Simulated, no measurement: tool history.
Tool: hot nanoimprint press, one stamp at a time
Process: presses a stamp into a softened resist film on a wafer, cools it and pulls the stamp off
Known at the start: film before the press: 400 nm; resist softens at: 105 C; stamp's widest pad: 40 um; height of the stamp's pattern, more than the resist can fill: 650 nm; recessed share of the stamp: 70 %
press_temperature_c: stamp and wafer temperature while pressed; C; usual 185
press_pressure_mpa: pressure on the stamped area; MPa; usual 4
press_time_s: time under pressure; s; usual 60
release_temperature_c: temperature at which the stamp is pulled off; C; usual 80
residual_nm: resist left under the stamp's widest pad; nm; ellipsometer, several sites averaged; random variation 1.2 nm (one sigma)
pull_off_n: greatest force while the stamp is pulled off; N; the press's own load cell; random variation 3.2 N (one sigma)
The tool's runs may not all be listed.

{"run": 1, "day": 0.0, "press_temperature_c": 185, "press_pressure_mpa": 4, "press_time_s": 60, "release_temperature_c": 80, "residual_nm": 183.9, "pull_off_n": 178}
{"run": 2, "day": 0.3, "press_temperature_c": 194, "press_pressure_mpa": 4, "press_time_s": 60, "release_temperature_c": 80, "residual_nm": 139.5, "pull_off_n": 176}
{"run": 3, "day": 0.625, "press_temperature_c": 194, "press_pressure_mpa": 4, "press_time_s": 60, "release_temperature_c": 80, "residual_nm": 140.5, "pull_off_n": 168}
{"run": 4, "day": 1.012, "press_temperature_c": 194, "press_pressure_mpa": 4, "press_time_s": 60, "release_temperature_c": 80, "residual_nm": 140.1, "pull_off_n": 185}
{"run": 5, "day": 1.333, "press_temperature_c": 185, "press_pressure_mpa": 4, "press_time_s": 60, "release_temperature_c": 76, "residual_nm": 184.6, "pull_off_n": 205}
{"run": 6, "day": 1.729, "press_temperature_c": 185, "press_pressure_mpa": 4, "press_time_s": 60, "release_temperature_c": 80, "residual_nm": 184.2, "pull_off_n": 185}
{"run": 7, "day": 1.929, "press_temperature_c": 185, "press_pressure_mpa": 4, "press_time_s": 60, "release_temperature_c": 80, "residual_nm": 186.5, "pull_off_n": 182}
{"run": 8, "day": 2.183, "press_temperature_c": 196, "press_pressure_mpa": 4, "press_time_s": 60, "release_temperature_c": 80, "residual_nm": 130.5, "pull_off_n": 185}
{"run": 9, "day": 2.421, "press_temperature_c": 196, "press_pressure_mpa": 4, "press_time_s": 60, "release_temperature_c": 80, "residual_nm": 132.3, "pull_off_n": 178}
{"run": 10, "day": 2.775, "press_temperature_c": 196, "press_pressure_mpa": 4, "press_time_s": 60, "release_temperature_c": 80, "residual_nm": 131.7, "pull_off_n": 183}
{"run": 11, "day": 3.217, "press_temperature_c": 196, "press_pressure_mpa": 4, "press_time_s": 60, "release_temperature_c": 80, "residual_nm": 131.5, "pull_off_n": 185}
{"run": 12, "day": 3.608, "press_temperature_c": 196, "press_pressure_mpa": 4, "press_time_s": 60, "release_temperature_c": 80, "residual_nm": 132.5, "pull_off_n": 183}
{"run": 13, "day": 3.85, "press_temperature_c": 192, "press_pressure_mpa": 4, "press_time_s": 60, "release_temperature_c": 80, "residual_nm": 147.9, "pull_off_n": 185}
{"run": 14, "day": 4.192, "press_temperature_c": 185, "press_pressure_mpa": 4, "press_time_s": 60, "release_temperature_c": 80, "residual_nm": 186.1, "pull_off_n": 191}
{"day": 4.338, "done": "plate thermocouple calibrated"}
{"run": 15, "day": 4.592, "press_temperature_c": 185, "press_pressure_mpa": 4, "press_time_s": 42, "release_temperature_c": 80, "residual_nm": 211.6, "pull_off_n": 197}
{"run": 16, "day": 4.775, "press_temperature_c": 185, "press_pressure_mpa": 4, "press_time_s": 42, "release_temperature_c": 80, "residual_nm": 211.1, "pull_off_n": 185}
{"run": 17, "day": 5.104, "press_temperature_c": 185, "press_pressure_mpa": 4.58, "press_time_s": 60, "release_temperature_c": 80, "residual_nm": 171, "pull_off_n": 186}
{"run": 18, "day": 5.35, "press_temperature_c": 175, "press_pressure_mpa": 4, "press_time_s": 60, "release_temperature_c": 74, "residual_nm": 256.2, "pull_off_n": 220}
{"day": 5.875, "done": "plate thermocouple calibrated, once more"}
{"run": 19, "day": 5.879, "press_temperature_c": 175, "press_pressure_mpa": 4, "press_time_s": 60, "release_temperature_c": 74, "residual_nm": 248.3, "pull_off_n": 220}
{"run": 20, "day": 6.088, "press_temperature_c": 191, "press_pressure_mpa": 4, "press_time_s": 60, "release_temperature_c": 85, "residual_nm": 148.9, "pull_off_n": 165}
{"run": 21, "day": 6.371, "press_temperature_c": 185, "press_pressure_mpa": 4.51, "press_time_s": 60, "release_temperature_c": 80, "residual_nm": 170.2, "pull_off_n": 188}
{"run": 22, "day": 6.608, "press_temperature_c": 182, "press_pressure_mpa": 3.01, "press_time_s": 60, "release_temperature_c": 80, "residual_nm": 231, "pull_off_n": 184}
{"run": 23, "day": 7.0, "press_temperature_c": 182, "press_pressure_mpa": 6.16, "press_time_s": 49, "release_temperature_c": 66, "residual_nm": 170.5, "pull_off_n": 264}
{"run": 24, "day": 7.246, "press_temperature_c": 181, "press_pressure_mpa": 4.04, "press_time_s": 58, "release_temperature_c": 80, "residual_nm": 206, "pull_off_n": 196}
{"run": 25, "day": 7.471, "press_temperature_c": 181, "press_pressure_mpa": 3.16, "press_time_s": 113, "release_temperature_c": 72, "residual_nm": 190, "pull_off_n": 236}
{"run": 26, "day": 7.892, "press_temperature_c": 181, "press_pressure_mpa": 3.16, "press_time_s": 113, "release_temperature_c": 72, "residual_nm": 190.2, "pull_off_n": 234}
{"run": 27, "day": 8.092, "press_temperature_c": 181, "press_pressure_mpa": 3.16, "press_time_s": 113, "release_temperature_c": 72, "residual_nm": 193.5, "pull_off_n": 225}
{"run": 28, "day": 8.525, "press_temperature_c": 178, "press_pressure_mpa": 4, "press_time_s": 75, "release_temperature_c": 80, "residual_nm": 214.7, "pull_off_n": 194}
{"run": 29, "day": 8.829, "press_temperature_c": 178, "press_pressure_mpa": 3.1, "press_time_s": 75, "release_temperature_c": 80, "residual_nm": 239.3, "pull_off_n": 194}
{"run": 30, "day": 9.062, "press_temperature_c": 178, "press_pressure_mpa": 4.65, "press_time_s": 92, "release_temperature_c": 80, "residual_nm": 186.6, "pull_off_n": 192}
{"run": 31, "day": 9.304, "press_temperature_c": 185, "press_pressure_mpa": 4, "press_time_s": 59, "release_temperature_c": 80, "residual_nm": 186.1, "pull_off_n": 196}

Forecast each of these 3 alternatives for the next run:
{"run": "A", "day": 9.542, "press_temperature_c": 182, "press_pressure_mpa": 4, "press_time_s": 59, "release_temperature_c": 80, "residual_nm": "?", "pull_off_n": "?"}
{"run": "B", "day": 9.542, "press_temperature_c": 186, "press_pressure_mpa": 4, "press_time_s": 60, "release_temperature_c": 80, "residual_nm": "?", "pull_off_n": "?"}
{"run": "C", "day": 9.542, "press_temperature_c": 192, "press_pressure_mpa": 4, "press_time_s": 60, "release_temperature_c": 80, "residual_nm": "?", "pull_off_n": "?"}

run=A residual_nm=201.7 pull_off_n=199
run=B residual_nm=176.8 pull_off_n=191
run=C residual_nm=146.6 pull_off_n=200
Without the tool's hidden state the same runs would have given:
run=A residual_nm=199.1 pull_off_n=158
run=B residual_nm=174.5 pull_off_n=153
run=C residual_nm=144.7 pull_off_n=160
